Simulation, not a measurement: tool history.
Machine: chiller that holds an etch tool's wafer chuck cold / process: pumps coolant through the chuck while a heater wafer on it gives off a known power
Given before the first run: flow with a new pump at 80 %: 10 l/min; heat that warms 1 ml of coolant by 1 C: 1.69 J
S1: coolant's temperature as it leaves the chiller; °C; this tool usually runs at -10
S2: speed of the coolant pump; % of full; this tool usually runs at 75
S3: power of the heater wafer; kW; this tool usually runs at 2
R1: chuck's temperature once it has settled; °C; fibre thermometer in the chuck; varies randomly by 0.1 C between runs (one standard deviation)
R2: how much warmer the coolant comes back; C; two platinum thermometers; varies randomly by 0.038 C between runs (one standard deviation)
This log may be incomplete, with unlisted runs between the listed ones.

run     day   S1  S2     S3    R1     R2
  1       0  -10  75      2   8.4   7.55
  2   1.117  -10  75      2   8.5   7.55
  3   2.829  -10  75      2   8.5   7.56
  4   4.546  -10  75      2   8.5    7.6
  5   6.342   -8  75      2  10.3   7.56
  6   8.175  -10  75  2.079   9.1   7.87
  7   9.617  -10  75  2.079   9.1   7.82
  8  11.404  -10  75  2.079     9    7.9
  9  12.438  -10  75  2.079   9.2   7.89
 10  13.729  -10  75      2   8.2   7.57
 11  14.558   -5  75  1.969  13.2   7.46
 12  16.292   -5  75  1.969  13.1   7.44
 13  17.283  -11  61  2.186  12.2  10.04

Run 14 comes next. What will it give?
 14  18.7  -11  61  2.186   ?   ?

{"run 14": {"R1": 12.2, "R2": 10.16}}
Take away the tool's hidden state, keep the run-to-run variation as it was, and the same run would have given R1 12.2 °C, R2 10.16 C.

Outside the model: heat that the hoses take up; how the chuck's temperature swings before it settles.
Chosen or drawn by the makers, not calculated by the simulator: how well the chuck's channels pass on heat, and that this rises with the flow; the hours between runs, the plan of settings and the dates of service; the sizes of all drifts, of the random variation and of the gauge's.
